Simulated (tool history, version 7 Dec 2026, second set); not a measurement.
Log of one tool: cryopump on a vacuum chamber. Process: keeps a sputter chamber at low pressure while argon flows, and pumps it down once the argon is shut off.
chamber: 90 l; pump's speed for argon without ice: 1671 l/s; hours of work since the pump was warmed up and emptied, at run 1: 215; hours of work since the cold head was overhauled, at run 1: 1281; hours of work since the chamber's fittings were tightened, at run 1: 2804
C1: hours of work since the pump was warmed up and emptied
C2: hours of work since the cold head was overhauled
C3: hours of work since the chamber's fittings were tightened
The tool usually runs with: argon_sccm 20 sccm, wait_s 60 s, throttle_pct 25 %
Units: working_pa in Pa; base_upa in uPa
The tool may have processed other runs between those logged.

{"run": 1, "hour": 0.0, "argon_sccm": 20, "wait_s": 60, "throttle_pct": 25, "C1": 215, "C2": 1281, "C3": 2804, "working_pa": 0.0832, "base_upa": 3.45}
{"run": 2, "hour": 37.8, "argon_sccm": 20, "wait_s": 60, "throttle_pct": 25, "C1": 246, "C2": 1313, "C3": 2836, "working_pa": 0.0852, "base_upa": 3.52}
{"run": 3, "hour": 81.1, "argon_sccm": 20, "wait_s": 60, "throttle_pct": 25, "C1": 282, "C2": 1349, "C3": 2872, "working_pa": 0.0853, "base_upa": 3.59}
{"run": 4, "hour": 117.4, "argon_sccm": 36, "wait_s": 60, "throttle_pct": 25, "C1": 313, "C2": 1379, "C3": 2902, "working_pa": 0.1555, "base_upa": 3.62}
{"run": 5, "hour": 152.6, "argon_sccm": 36, "wait_s": 68, "throttle_pct": 25, "C1": 342, "C2": 1408, "C3": 2931, "working_pa": 0.1561, "base_upa": 3.66}
{"run": 6, "hour": 205.2, "argon_sccm": 36, "wait_s": 68, "throttle_pct": 25, "C1": 386, "C2": 1452, "C3": 2975, "working_pa": 0.1572, "base_upa": 3.69}
{"run": 7, "hour": 250.8, "argon_sccm": 36, "wait_s": 68, "throttle_pct": 25, "C1": 424, "C2": 1490, "C3": 3013, "working_pa": 0.1582, "base_upa": 3.89}
{"run": 8, "hour": 295.4, "argon_sccm": 12, "wait_s": 27, "throttle_pct": 57, "C1": 461, "C2": 1528, "C3": 3051, "working_pa": 0.0259, "base_upa": 5.65}
{"run": 9, "hour": 322.1, "argon_sccm": 12, "wait_s": 27, "throttle_pct": 57, "C1": 483, "C2": 1550, "C3": 3073, "working_pa": 0.0262, "base_upa": 5.67}

Run 10 has not been measured yet. What should we expect?
{"hour": 338.2, "done": "pump warmed up, emptied and cooled again"}
{"run": 10, "hour": 369.0, "argon_sccm": 12, "wait_s": 128, "throttle_pct": 57, "C1": 26, "C2": 1585, "C3": 3108, "working_pa": "?", "base_upa": "?"}

{"run 10": {"working_pa": 0.0215, "base_upa": 2.77}}
Had the tool carried no hidden state, the very same run would have given working_pa 0.0211 Pa, base_upa 0.81 uPa.

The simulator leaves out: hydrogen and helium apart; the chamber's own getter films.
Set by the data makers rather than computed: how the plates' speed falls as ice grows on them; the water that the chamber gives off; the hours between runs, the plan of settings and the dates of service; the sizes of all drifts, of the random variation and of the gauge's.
